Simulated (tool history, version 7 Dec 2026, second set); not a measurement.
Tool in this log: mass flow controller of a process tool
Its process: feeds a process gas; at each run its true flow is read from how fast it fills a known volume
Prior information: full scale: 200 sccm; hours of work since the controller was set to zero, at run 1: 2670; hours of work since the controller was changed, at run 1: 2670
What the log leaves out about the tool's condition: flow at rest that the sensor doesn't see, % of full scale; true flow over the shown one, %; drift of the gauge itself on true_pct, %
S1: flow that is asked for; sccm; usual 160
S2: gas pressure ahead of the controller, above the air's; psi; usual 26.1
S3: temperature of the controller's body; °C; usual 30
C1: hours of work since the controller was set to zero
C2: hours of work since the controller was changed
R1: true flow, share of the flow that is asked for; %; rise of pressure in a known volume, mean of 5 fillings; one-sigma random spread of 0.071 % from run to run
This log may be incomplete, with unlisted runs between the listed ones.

{"run": 1, "hour": 0.0, "S1": 160, "S2": 26.1, "S3": 30, "C1": 2670, "C2": 2670, "R1": 100.79}
{"run": 2, "hour": 87.8, "S1": 160, "S2": 26.1, "S3": 30, "C1": 2730, "C2": 2730, "R1": 100.78}
{"run": 3, "hour": 185.1, "S1": 160, "S2": 26.1, "S3": 30, "C1": 2797, "C2": 2797, "R1": 100.87}
{"run": 4, "hour": 273.6, "S1": 160, "S2": 38.4, "S3": 30, "C1": 2858, "C2": 2858, "R1": 100.33}
{"run": 5, "hour": 330.5, "S1": 160, "S2": 38.4, "S3": 30, "C1": 2898, "C2": 2898, "R1": 100.51}
{"run": 6, "hour": 383.4, "S1": 160, "S2": 26.1, "S3": 30, "C1": 2934, "C2": 2934, "R1": 100.94}
{"run": 7, "hour": 432.4, "S1": 160, "S2": 26.1, "S3": 30, "C1": 2968, "C2": 2968, "R1": 100.91}
{"run": 8, "hour": 505.9, "S1": 160, "S2": 26.1, "S3": 30, "C1": 3019, "C2": 3019, "R1": 100.83}
{"run": 9, "hour": 561.1, "S1": 160, "S2": 26.1, "S3": 30, "C1": 3057, "C2": 3057, "R1": 100.94}
{"run": 10, "hour": 618.8, "S1": 160, "S2": 28.1, "S3": 30, "C1": 3097, "C2": 3097, "R1": 100.88}
{"run": 11, "hour": 717.1, "S1": 160, "S2": 28.1, "S3": 23, "C1": 3164, "C2": 3164, "R1": 101.42}
{"run": 12, "hour": 778.3, "S1": 160, "S2": 28.1, "S3": 23, "C1": 3207, "C2": 3207, "R1": 101.43}
{"run": 13, "hour": 823.8, "S1": 49, "S2": 26.1, "S3": 30, "C1": 3238, "C2": 3238, "R1": 100.91}
{"run": 14, "hour": 905.2, "S1": 49, "S2": 26.1, "S3": 30, "C1": 3294, "C2": 3294, "R1": 101.14}
{"run": 15, "hour": 956.5, "S1": 49, "S2": 26.1, "S3": 30, "C1": 3329, "C2": 3329, "R1": 100.94}
{"run": 16, "hour": 1053.3, "S1": 160, "S2": 26.1, "S3": 30, "C1": 3396, "C2": 3396, "R1": 100.97}
{"run": 17, "hour": 1137.3, "S1": 160, "S2": 26.1, "S3": 30, "C1": 3454, "C2": 3454, "R1": 101.02}
{"run": 18, "hour": 1215.1, "S1": 160, "S2": 26.1, "S3": 30, "C1": 3508, "C2": 3508, "R1": 101.16}
{"run": 19, "hour": 1264.6, "S1": 160, "S2": 26.1, "S3": 30, "C1": 3542, "C2": 3542, "R1": 101.11}
{"run": 20, "hour": 1320.6, "S1": 21, "S2": 29.6, "S3": 30, "C1": 3581, "C2": 3581, "R1": 102.87}
{"run": 21, "hour": 1368.9, "S1": 160, "S2": 26.1, "S3": 20, "C1": 3614, "C2": 3614, "R1": 101.66}
{"run": 22, "hour": 1460.4, "S1": 141, "S2": 26.1, "S3": 25, "C1": 3677, "C2": 3677, "R1": 101.35}
{"run": 23, "hour": 1546.6, "S1": 32, "S2": 26.1, "S3": 30, "C1": 3737, "C2": 3737, "R1": 102.09}
{"run": 24, "hour": 1611.4, "S1": 32, "S2": 26.1, "S3": 30, "C1": 3781, "C2": 3781, "R1": 102.08}
{"run": 25, "hour": 1697.7, "S1": 32, "S2": 26.1, "S3": 30, "C1": 3841, "C2": 3841, "R1": 102.21}
{"run": 26, "hour": 1753.9, "S1": 32, "S2": 26.1, "S3": 30, "C1": 3880, "C2": 3880, "R1": 102.19}
{"run": 27, "hour": 1851.9, "S1": 68, "S2": 26.1, "S3": 30, "C1": 3947, "C2": 3947, "R1": 101.14}
{"run": 28, "hour": 1922.7, "S1": 68, "S2": 33.6, "S3": 33, "C1": 3996, "C2": 3996, "R1": 100.73}
{"run": 29, "hour": 1964.7, "S1": 68, "S2": 37.4, "S3": 28, "C1": 4025, "C2": 4025, "R1": 101.05}
{"run": 30, "hour": 2038.3, "S1": 68, "S2": 37.4, "S3": 28, "C1": 4076, "C2": 4076, "R1": 100.91}
{"run": 31, "hour": 2127.9, "S1": 21, "S2": 22.6, "S3": 27, "C1": 4138, "C2": 4138, "R1": 104.13}
{"run": 32, "hour": 2190.2, "S1": 21, "S2": 22.6, "S3": 27, "C1": 4181, "C2": 4181, "R1": 103.95}
{"run": 33, "hour": 2287.7, "S1": 21, "S2": 22.6, "S3": 27, "C1": 4248, "C2": 4248, "R1": 104.18}
{"run": 34, "hour": 2354.3, "S1": 21, "S2": 22.6, "S3": 27, "C1": 4294, "C2": 4294, "R1": 104.24}

Forecast each of these 3 alternatives for the next run:
{"run": "A", "hour": 2411.4, "S1": 99, "S2": 22.6, "S3": 27, "C1": 4333, "C2": 4333, "R1": "?"}
{"run": "B", "hour": 2411.4, "S1": 80, "S2": 28.1, "S3": 24, "C1": 4333, "C2": 4333, "R1": "?"}
{"run": "C", "hour": 2411.4, "S1": 21, "S2": 39.7, "S3": 27, "C1": 4333, "C2": 4333, "R1": "?"}

run=A R1=101.37
run=B R1=101.67
run=C R1=103.83
Without the tool's hidden state the same runs would have given:
run=A R1=98.99
run=B R1=99.07
run=C R1=98.01
